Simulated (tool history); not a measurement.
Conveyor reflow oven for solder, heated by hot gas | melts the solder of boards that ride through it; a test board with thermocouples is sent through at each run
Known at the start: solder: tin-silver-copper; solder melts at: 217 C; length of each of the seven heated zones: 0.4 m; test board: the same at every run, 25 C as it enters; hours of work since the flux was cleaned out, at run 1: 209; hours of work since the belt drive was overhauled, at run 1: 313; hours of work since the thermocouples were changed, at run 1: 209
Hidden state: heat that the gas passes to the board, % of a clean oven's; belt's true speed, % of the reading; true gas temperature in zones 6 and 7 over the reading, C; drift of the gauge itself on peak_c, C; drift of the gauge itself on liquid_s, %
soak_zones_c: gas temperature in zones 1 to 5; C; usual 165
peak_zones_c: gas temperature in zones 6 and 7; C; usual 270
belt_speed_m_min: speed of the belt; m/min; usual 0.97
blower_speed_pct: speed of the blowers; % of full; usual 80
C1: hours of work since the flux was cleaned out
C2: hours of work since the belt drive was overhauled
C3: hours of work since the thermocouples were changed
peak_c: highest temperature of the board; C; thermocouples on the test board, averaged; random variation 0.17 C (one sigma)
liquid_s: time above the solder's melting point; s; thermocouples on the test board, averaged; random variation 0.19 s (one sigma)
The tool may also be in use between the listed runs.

Run 1, hour 0: usual settings; C1 209; C2 313; C3 209. Result: peak_c 255.3 C, liquid_s 36.9 s.
Run 2, hour 17.4: usual settings; C1 221; C2 325; C3 221. Result: peak_c 255.4 C, liquid_s 36.6 s.
Run 3, hour 27.6: usual settings; C1 228; C2 333; C3 228. Result: peak_c 255.6 C, liquid_s 36.5 s.
Run 4, hour 47.1: usual settings but belt_speed_m_min 0.829 m/min; C1 241; C2 346; C3 241. Result: peak_c 259.6 C, liquid_s 45.8 s.
Run 5, hour 61.6: usual settings but belt_speed_m_min 0.829 m/min; C1 251; C2 356; C3 251. Result: peak_c 260 C, liquid_s 46.1 s.
Run 6, hour 71.8: usual settings but belt_speed_m_min 0.829 m/min; C1 258; C2 363; C3 258. Result: peak_c 259.7 C, liquid_s 46.2 s.
At hour 78.8: flux residue cleaned out of gas plates and filters.
Run 7, hour 99.1: usual settings but blower_speed_pct 64 % of full; C1 14; C2 379; C3 274. Result: peak_c 250.2 C, liquid_s 33.4 s.
Run 8, hour 113.3: usual settings but blower_speed_pct 64 % of full; C1 24; C2 389; C3 284. Result: peak_c 249.9 C, liquid_s 33.6 s.
Run 9, hour 129.1: usual settings but blower_speed_pct 64 % of full; C1 35; C2 400; C3 295. Result: peak_c 250 C, liquid_s 33.7 s.
Run 10, hour 145.3: usual settings but belt_speed_m_min 0.869 m/min; C1 46; C2 411; C3 306. Result: peak_c 258.7 C, liquid_s 43.3 s.
Run 11, hour 164.3: usual settings; C1 59; C2 424; C3 319. Result: peak_c 255.4 C, liquid_s 37 s.
Run 12, hour 175: usual settings; C1 67; C2 431; C3 327. Result: peak_c 255.2 C, liquid_s 36.8 s.
Run 13, hour 195.7: usual settings; C1 81; C2 446; C3 341. Result: peak_c 255.5 C, liquid_s 36.8 s.
Run 14, hour 218.5: usual settings; C1 97; C2 462; C3 357. Result: peak_c 255.7 C, liquid_s 36.7 s.
Run 15, hour 229.9: usual settings; C1 105; C2 469; C3 365. Result: peak_c 255.3 C, liquid_s 36.9 s.
Run 16, hour 252.8: usual settings but soak_zones_c 158 C, peak_zones_c 267 C, belt_speed_m_min 1.009 m/min, blower_speed_pct 55 % of full; C1 121; C2 485; C3 381. Result: peak_c 240.1 C, liquid_s 24.1 s.
Run 17, hour 267.2: usual settings but soak_zones_c 166 C, peak_zones_c 263 C, blower_speed_pct 56 % of full; C1 131; C2 495; C3 391. Result: peak_c 240.7 C, liquid_s 27.6 s.
Run 18, hour 290.1: usual settings but soak_zones_c 159 C; C1 147; C2 511; C3 407. Result: peak_c 254.7 C, liquid_s 35.6 s.
Run 19, hour 313.2: usual settings but soak_zones_c 176 C, belt_speed_m_min 0.812 m/min; C1 163; C2 527; C3 423. Result: peak_c 261.4 C, liquid_s 50.2 s.
Run 20, hour 329.9: usual settings but belt_speed_m_min 0.969 m/min, blower_speed_pct 85 % of full; C1 174; C2 539; C3 434. Result: peak_c 256.9 C, liquid_s 37.7 s.
Run 21, hour 346.2: usual settings but soak_zones_c 177 C, peak_zones_c 278 C, blower_speed_pct 73 % of full; C1 186; C2 550; C3 445. Result: peak_c 262.5 C, liquid_s 41.7 s.
Run 22, hour 360.1: usual settings but soak_zones_c 154 C, belt_speed_m_min 1.025 m/min; C1 195; C2 560; C3 455. Result: peak_c 251.6 C, liquid_s 31 s.
Run 23, hour 373.2: usual settings but soak_zones_c 154 C, peak_zones_c 278 C, belt_speed_m_min 1.066 m/min; C1 204; C2 569; C3 464. Result: peak_c 257.5 C, liquid_s 32.3 s.
Run 24, hour 385.8: usual settings but belt_speed_m_min 0.901 m/min, blower_speed_pct 75 % of full; C1 213; C2 578; C3 473. Result: peak_c 256.3 C, liquid_s 40.4 s.
Run 25, hour 403.4: usual settings but soak_zones_c 166 C, belt_speed_m_min 1.011 m/min, blower_speed_pct 75 % of full; C1 225; C2 590; C3 485. Result: peak_c 253.3 C, liquid_s 33.9 s.
Run 26, hour 425.6: usual settings but soak_zones_c 151 C, belt_speed_m_min 0.858 m/min, blower_speed_pct 75 % of full; C1 241; C2 605; C3 501. Result: peak_c 255.7 C, liquid_s 39.7 s.
Run 27, hour 442.7: usual settings but soak_zones_c 151 C, peak_zones_c 271 C, belt_speed_m_min 0.858 m/min, blower_speed_pct 75 % of full; C1 253; C2 617; C3 512. Result: peak_c 256.9 C, liquid_s 40.2 s.
At hour 458.3: flux residue cleaned out of gas plates and filters.
Run 28, hour 464.6: usual settings but soak_zones_c 170 C, peak_zones_c 271 C, belt_speed_m_min 0.858 m/min, blower_speed_pct 56 % of full; C1 4; C2 629; C3 524. Result: peak_c 252.7 C, liquid_s 40.6 s.
Run 29, hour 476.5: usual settings but peak_zones_c 273 C, blower_speed_pct 75 % of full; C1 13; C2 637; C3 532. Result: peak_c 256.6 C, liquid_s 36.9 s.

Hidden state at the last listed run before each entry between runs and at the first one after, where it differs:
Between runs 6 and 7: flux residue cleaned out of gas plates and filters (hour 78.8)
  heat that the gas passes to the board, % of a clean oven's: 99.8 -> 100
Between runs 27 and 28: flux residue cleaned out of gas plates and filters (hour 458.3)
  heat that the gas passes to the board, % of a clean oven's: 99.8 -> 100
